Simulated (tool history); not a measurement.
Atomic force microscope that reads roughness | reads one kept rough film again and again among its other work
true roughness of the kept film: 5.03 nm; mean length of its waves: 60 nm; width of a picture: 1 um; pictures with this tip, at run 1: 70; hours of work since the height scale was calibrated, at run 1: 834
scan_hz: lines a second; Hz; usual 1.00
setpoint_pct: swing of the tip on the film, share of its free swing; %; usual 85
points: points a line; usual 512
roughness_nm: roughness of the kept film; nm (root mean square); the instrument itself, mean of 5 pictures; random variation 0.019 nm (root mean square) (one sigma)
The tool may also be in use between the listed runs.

run,hour,scan_hz,setpoint_pct,points,pictures with this tip,hours of work since the height scale was calibrated,roughness_nm
1,0.0,1.00,85,512,70,834,4.457
# hour 3.2: new tip fitted
2,31.9,1.47,85,512,63,855,4.440
# hour 37.5: new tip fitted
3,53.5,1.47,85,512,36,869,4.550
4,70.2,1.00,85,441,72,880,4.428
# hour 72.1: new tip fitted
5,90.5,2.13,85,512,41,893,4.398
# hour 105.8: new tip fitted
6,113.8,2.13,85,512,18,908,4.502
# hour 139.7: new tip fitted
7,140.0,1.00,85,492,1,925,4.790
8,164.4,1.00,85,492,55,941,4.513
# hour 176.0: new tip fitted
9,187.4,1.00,85,492,25,956,4.664
10,205.2,1.00,85,492,64,968,4.503
# hour 209.7: new tip fitted
11,221.3,1.00,85,492,25,978,4.629
12,239.2,0.86,85,512,65,990,4.512
# hour 244.9: new tip fitted
13,270.9,0.86,61,673,57,1010,4.663
# hour 280.7: new tip fitted
14,295.0,0.86,61,673,32,1026,4.765
# hour 316.4: new tip fitted
15,317.0,1.78,85,512,1,1040,4.616
16,342.1,1.07,85,512,56,1056,4.523
# hour 352.9: new tip fitted
17,362.8,0.57,74,935,22,1070,4.754
# hour 386.3: new tip fitted
18,390.9,0.57,74,935,10,1088,4.830
19,411.4,0.56,85,512,55,1101,4.627
# hour 421.1: new tip fitted
20,436.3,0.71,67,512,33,1117,4.737
21,453.0,0.71,67,512,70,1128,4.628

Forecast each of these 4 alternatives for the next run:
# hour 455.8: new tip fitted
A,475.3,1.00,75,512,43,1143,?
# hour 455.8: new tip fitted
B,475.3,0.82,64,341,43,1143,?
# hour 455.8: new tip fitted
C,475.3,0.97,55,512,43,1143,?
# hour 455.8: new tip fitted
D,475.3,0.71,67,854,43,1143,?

run,roughness_nm
A,4.628
B,4.674
C,4.703
D,4.702
Without the tool's hidden state the same runs would have given:
run,roughness_nm
A,4.783
B,4.831
C,4.861
D,4.860
